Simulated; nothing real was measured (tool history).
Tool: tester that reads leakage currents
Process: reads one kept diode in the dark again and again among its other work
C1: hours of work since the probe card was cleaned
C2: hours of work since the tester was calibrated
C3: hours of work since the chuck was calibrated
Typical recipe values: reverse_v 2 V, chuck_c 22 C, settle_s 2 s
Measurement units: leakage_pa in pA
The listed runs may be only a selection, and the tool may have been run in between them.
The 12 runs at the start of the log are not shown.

{"run": 13, "hour": 391.8, "reverse_v": 2, "chuck_c": 22, "settle_s": 8.26, "C1": 547, "C2": 324, "C3": 570, "leakage_pa": 83.03}
{"run": 14, "hour": 426.4, "reverse_v": 2, "chuck_c": 22, "settle_s": 8.26, "C1": 564, "C2": 341, "C3": 587, "leakage_pa": 83.13}
{"run": 15, "hour": 445.1, "reverse_v": 2, "chuck_c": 22, "settle_s": 3.04, "C1": 574, "C2": 351, "C3": 597, "leakage_pa": 83.07}
{"run": 16, "hour": 483.5, "reverse_v": 2, "chuck_c": 22, "settle_s": 3.04, "C1": 593, "C2": 370, "C3": 616, "leakage_pa": 83.29}
{"run": 17, "hour": 510.7, "reverse_v": 1.18, "chuck_c": 22, "settle_s": 0.38, "C1": 607, "C2": 384, "C3": 630, "leakage_pa": 69.97}
{"hour": 514.8, "done": "chuck's temperature calibrated"}
{"run": 18, "hour": 545.4, "reverse_v": 1.15, "chuck_c": 56, "settle_s": 2, "C1": 623, "C2": 400, "C3": 15, "leakage_pa": 655.28}
{"run": 19, "hour": 569.8, "reverse_v": 1.15, "chuck_c": 56, "settle_s": 2, "C1": 636, "C2": 412, "C3": 28, "leakage_pa": 656.64}
{"run": 20, "hour": 596.9, "reverse_v": 2, "chuck_c": 22, "settle_s": 2.02, "C1": 649, "C2": 426, "C3": 41, "leakage_pa": 84.39}
{"hour": 628.2, "done": "chuck's temperature calibrated, once more"}
{"run": 21, "hour": 638.5, "reverse_v": 6.15, "chuck_c": 21, "settle_s": 2, "C1": 669, "C2": 446, "C3": 5, "leakage_pa": 116.29}
{"run": 22, "hour": 670.7, "reverse_v": 18.14, "chuck_c": 26, "settle_s": 0.47, "C1": 685, "C2": 462, "C3": 21, "leakage_pa": 255.61}
{"run": 23, "hour": 711.0, "reverse_v": 15.32, "chuck_c": 22, "settle_s": 2, "C1": 706, "C2": 482, "C3": 42, "leakage_pa": 179.38}
{"run": 24, "hour": 746.0, "reverse_v": 2, "chuck_c": 24, "settle_s": 0.31, "C1": 723, "C2": 500, "C3": 59, "leakage_pa": 96.74}
{"run": 25, "hour": 790.5, "reverse_v": 3.15, "chuck_c": 60, "settle_s": 0.31, "C1": 746, "C2": 522, "C3": 82, "leakage_pa": 1151.81}
{"run": 26, "hour": 820.1, "reverse_v": 2, "chuck_c": 23, "settle_s": 2, "C1": 761, "C2": 537, "C3": 97, "leakage_pa": 90}
{"run": 27, "hour": 865.2, "reverse_v": 1.79, "chuck_c": 24, "settle_s": 7.06, "C1": 783, "C2": 560, "C3": 119, "leakage_pa": 92.76}
{"run": 28, "hour": 901.1, "reverse_v": 1.79, "chuck_c": 24, "settle_s": 7.06, "C1": 801, "C2": 578, "C3": 137, "leakage_pa": 92.57}
{"run": 29, "hour": 931.4, "reverse_v": 1.79, "chuck_c": 24, "settle_s": 7.06, "C1": 817, "C2": 593, "C3": 153, "leakage_pa": 92.52}
{"run": 30, "hour": 975.7, "reverse_v": 1.61, "chuck_c": 54, "settle_s": 8.08, "C1": 839, "C2": 616, "C3": 175, "leakage_pa": 648.41}

Branching from run 30: 5 alternative next runs. What would each branch give?
{"run": "A", "hour": 998.1, "reverse_v": 6.46, "chuck_c": 22, "settle_s": 2, "C1": 850, "C2": 627, "C3": 186, "leakage_pa": "?"}
{"run": "B", "hour": 998.1, "reverse_v": 1.61, "chuck_c": 54, "settle_s": 1.88, "C1": 850, "C2": 627, "C3": 186, "leakage_pa": "?"}
{"run": "C", "hour": 998.1, "reverse_v": 13.44, "chuck_c": 39, "settle_s": 4.68, "C1": 850, "C2": 627, "C3": 186, "leakage_pa": "?"}
{"run": "D", "hour": 998.1, "reverse_v": 2, "chuck_c": 36, "settle_s": 0.83, "C1": 850, "C2": 627, "C3": 186, "leakage_pa": "?"}
{"run": "E", "hour": 998.1, "reverse_v": 3.62, "chuck_c": 27, "settle_s": 2, "C1": 850, "C2": 627, "C3": 186, "leakage_pa": "?"}

run=A leakage_pa=130.77
run=B leakage_pa=645.12
run=C leakage_pa=527.13
run=D leakage_pa=221.29
run=E leakage_pa=148.02
Take away the tool's hidden state, keep each run's random variation, and the runs would have read:
run=A leakage_pa=119.2
run=B leakage_pa=637.23
run=C leakage_pa=501.02
run=D leakage_pa=216.12
run=E leakage_pa=140.87

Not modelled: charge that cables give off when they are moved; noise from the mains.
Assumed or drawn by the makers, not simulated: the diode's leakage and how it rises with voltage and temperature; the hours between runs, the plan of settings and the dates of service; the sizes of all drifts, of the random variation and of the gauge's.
